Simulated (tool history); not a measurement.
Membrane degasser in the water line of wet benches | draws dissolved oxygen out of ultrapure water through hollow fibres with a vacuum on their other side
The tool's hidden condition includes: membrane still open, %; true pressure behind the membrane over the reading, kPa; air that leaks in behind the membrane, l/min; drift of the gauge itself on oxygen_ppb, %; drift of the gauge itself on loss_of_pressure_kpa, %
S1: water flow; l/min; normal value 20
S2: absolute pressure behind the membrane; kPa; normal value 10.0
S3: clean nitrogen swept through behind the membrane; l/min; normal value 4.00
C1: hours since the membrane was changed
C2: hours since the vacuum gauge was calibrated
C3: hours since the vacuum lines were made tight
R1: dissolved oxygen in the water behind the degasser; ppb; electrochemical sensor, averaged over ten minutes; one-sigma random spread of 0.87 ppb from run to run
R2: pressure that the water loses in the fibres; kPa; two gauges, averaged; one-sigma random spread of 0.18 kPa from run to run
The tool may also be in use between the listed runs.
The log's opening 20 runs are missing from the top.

{"run": 21, "day": 96.529, "S1": 20, "S2": 10.5, "S3": 6.81, "C1": 7493, "C2": 103, "C3": 4438, "R1": 60.5, "R2": 36.98}
{"run": 22, "day": 102.121, "S1": 20, "S2": 18.5, "S3": 5.21, "C1": 7627, "C2": 237, "C3": 4572, "R1": 151.9, "R2": 37.28}
{"run": 23, "day": 107.092, "S1": 20, "S2": 18.5, "S3": 5.21, "C1": 7746, "C2": 356, "C3": 4691, "R1": 155.7, "R2": 36.93}
{"run": 24, "day": 111.846, "S1": 19, "S2": 21.1, "S3": 4.0, "C1": 7860, "C2": 470, "C3": 4806, "R1": 215.0, "R2": 35.1}
{"run": 25, "day": 115.471, "S1": 14, "S2": 23.0, "S3": 4.56, "C1": 7947, "C2": 557, "C3": 4892, "R1": 158.5, "R2": 25.81}
{"run": 26, "day": 122.45, "S1": 14, "S2": 23.0, "S3": 4.56, "C1": 8115, "C2": 725, "C3": 5060, "R1": 158.4, "R2": 26.0}
{"run": 27, "day": 129.712, "S1": 20, "S2": 11.1, "S3": 6.67, "C1": 8289, "C2": 899, "C3": 5234, "R1": 65.7, "R2": 36.89}
{"run": 28, "day": 134.712, "S1": 20, "S2": 11.1, "S3": 6.67, "C1": 8409, "C2": 1019, "C3": 5354, "R1": 66.0, "R2": 36.8}
{"run": 29, "day": 141.729, "S1": 16, "S2": 7.8, "S3": 6.67, "C1": 8577, "C2": 1187, "C3": 5523, "R1": 31.9, "R2": 29.85}
{"run": 30, "day": 145.908, "S1": 22, "S2": 7.8, "S3": 6.67, "C1": 8678, "C2": 1288, "C3": 5623, "R1": 45.8, "R2": 40.79}
{"run": 31, "day": 150.583, "S1": 20, "S2": 11.4, "S3": 4.0, "C1": 8790, "C2": 1400, "C3": 5735, "R1": 108.4, "R2": 37.33}
{"run": 32, "day": 157.129, "S1": 20, "S2": 11.4, "S3": 4.0, "C1": 8947, "C2": 1557, "C3": 5892, "R1": 109.3, "R2": 37.34}

Branching from run 32: 3 alternative next runs. What would each branch give?
{"run": "A", "day": 161.521, "S1": 21, "S2": 10.0, "S3": 6.88, "C1": 9052, "C2": 1662, "C3": 5998, "R1": "?", "R2": "?"}
{"run": "B", "day": 161.521, "S1": 20, "S2": 9.9, "S3": 9.02, "C1": 9052, "C2": 1662, "C3": 5998, "R1": "?", "R2": "?"}
{"run": "C", "day": 161.521, "S1": 20, "S2": 11.4, "S3": 3.46, "C1": 9052, "C2": 1662, "C3": 5998, "R1": "?", "R2": "?"}

run=A R1=60.0 R2=39.06
run=B R1=44.1 R2=37.13
run=C R1=126.1 R2=37.47
Take away the tool's hidden state, keep each run's random variation, and the runs would have read:
run=A R1=54.9 R2=36.45
run=B R1=39.9 R2=34.66
run=C R1=118.3 R2=34.99
